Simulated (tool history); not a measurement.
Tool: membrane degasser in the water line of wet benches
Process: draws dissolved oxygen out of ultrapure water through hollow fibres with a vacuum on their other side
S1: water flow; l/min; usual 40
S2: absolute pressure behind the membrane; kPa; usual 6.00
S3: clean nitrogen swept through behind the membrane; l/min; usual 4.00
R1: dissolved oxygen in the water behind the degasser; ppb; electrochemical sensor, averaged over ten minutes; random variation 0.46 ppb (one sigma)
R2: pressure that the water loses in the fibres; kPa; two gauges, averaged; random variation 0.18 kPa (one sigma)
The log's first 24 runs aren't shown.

run 25 day=37.854 | S1=40 S2=6.00 S3=5.02 | R1=64.8 R2=41.59
run 26 day=38.996 | S1=40 S2=6.00 S3=5.02 | R1=64.3 R2=41.60
run 27 day=40.392 | S1=40 S2=6.00 S3=5.02 | R1=64.5 R2=41.42
-- day=41.296 vacuum gauge calibrated, once more
run 28 day=41.988 | S1=30 S2=6.00 S3=11.31 | R1=19.7 R2=31.03
run 29 day=43.142 | S1=59 S2=6.61 S3=4.00 | R1=121.0 R2=61.41
run 30 day=45.342 | S1=29 S2=10.44 S3=3.42 | R1=146.1 R2=30.43
run 31 day=47.550 | S1=61 S2=14.57 S3=4.59 | R1=346.4 R2=62.99
run 32 day=49.462 | S1=61 S2=14.57 S3=4.59 | R1=348.0 R2=63.55

3 ways to go on from here, each from the tool as it stands after run 32. What would each give?
run A day=50.696 | S1=34 S2=13.59 S3=4.00 | R1=? R2=?
run B day=50.696 | S1=40 S2=4.68 S3=10.93 | R1=? R2=?
run C day=50.696 | S1=53 S2=4.87 S3=8.49 | R1=? R2=?

run=A R1=211.4 R2=35.42
run=B R1=15.9 R2=41.45
run=C R1=30.3 R2=55.00
Without the tool's hidden state the same runs would have given:
run=A R1=207.4 R2=34.81
run=B R1=15.0 R2=40.74
run=C R1=28.8 R2=54.06
